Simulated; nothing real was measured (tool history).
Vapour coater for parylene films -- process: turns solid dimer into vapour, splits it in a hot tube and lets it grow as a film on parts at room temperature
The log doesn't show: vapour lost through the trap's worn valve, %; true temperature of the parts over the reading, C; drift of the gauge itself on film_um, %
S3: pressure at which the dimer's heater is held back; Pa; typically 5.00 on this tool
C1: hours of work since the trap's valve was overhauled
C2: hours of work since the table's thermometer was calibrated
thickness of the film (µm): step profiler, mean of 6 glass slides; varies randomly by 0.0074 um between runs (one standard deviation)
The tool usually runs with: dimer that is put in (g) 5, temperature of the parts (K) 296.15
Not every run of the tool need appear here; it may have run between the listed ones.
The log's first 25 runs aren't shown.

Run 26, day 15.217: usual settings but temperature of the parts (K) 304.15; C1 13; C2 478. Result: thickness of the film (µm) 0.922.
Run 27, day 15.600: usual settings but temperature of the parts (K) 304.15; C1 19; C2 484. Result: thickness of the film (µm) 0.928.
Run 28, day 16.412: usual settings but temperature of the parts (K) 304.15; C1 31; C2 496. Result: thickness of the film (µm) 0.916.
Run 29, day 16.958: usual settings but dimer that is put in (g) 8, temperature of the parts (K) 291.15, S3 2.10 Pa; C1 39; C2 505. Result: thickness of the film (µm) 2.000.
Run 30, day 17.621: usual settings but dimer that is put in (g) 8, temperature of the parts (K) 291.15, S3 2.10 Pa; C1 49; C2 515. Result: thickness of the film (µm) 1.996.
Run 31, day 18.079: usual settings but dimer that is put in (g) 3, temperature of the parts (K) 294.15, S3 2.10 Pa; C1 56; C2 522. Result: thickness of the film (µm) 0.721.
Run 32, day 18.512: usual settings but dimer that is put in (g) 6, temperature of the parts (K) 304.15, S3 10.35 Pa; C1 63; C2 528. Result: thickness of the film (µm) 1.013.
Run 33, day 19.271: usual settings but dimer that is put in (g) 6, temperature of the parts (K) 293.15, S3 10.35 Pa; C1 74; C2 540. Result: thickness of the film (µm) 1.187.
Run 34, day 19.971: usual settings but temperature of the parts (K) 291.15; C1 85; C2 550. Result: thickness of the film (µm) 1.120.
Run 35, day 20.675: usual settings but temperature of the parts (K) 291.15; C1 95; C2 561. Result: thickness of the film (µm) 1.123.
Run 36, day 21.250: usual settings but dimer that is put in (g) 6, temperature of the parts (K) 295.15, S3 5.76 Pa; C1 104; C2 570. Result: thickness of the film (µm) 1.237.
Run 37, day 21.612: usual settings but dimer that is put in (g) 9, temperature of the parts (K) 306.15, S3 2.47 Pa; C1 110; C2 575. Result: thickness of the film (µm) 1.747.
Run 38, day 22.117: usual settings but dimer that is put in (g) 9, temperature of the parts (K) 306.15, S3 2.47 Pa; C1 117; C2 583. Result: thickness of the film (µm) 1.731.
Run 39, day 22.646: usual settings but dimer that is put in (g) 7, temperature of the parts (K) 306.15, S3 2.47 Pa; C1 125; C2 591. Result: thickness of the film (µm) 1.360.

3 ways to go on from here, each from the tool as it stands after run 39. What would each give?
Run A, day 23.029: usual settings but temperature of the parts (K) 294.15; C1 131; C2 597. Result: thickness of the film (µm) ?.
Run B, day 23.029: usual settings but temperature of the parts (K) 292.15, S3 3.40 Pa; C1 131; C2 597. Result: thickness of the film (µm) ?.
Run C, day 23.029: usual settings but dimer that is put in (g) 2, S3 2.88 Pa; C1 131; C2 597. Result: thickness of the film (µm) ?.

run  thickness of the film (µm)
  A                       1.069
  B                       1.152
  C                       0.431
Without the tool's unlogged condition, the same runs would have read:
run  thickness of the film (µm)
  A                       1.075
  B                       1.159
  C                       0.434
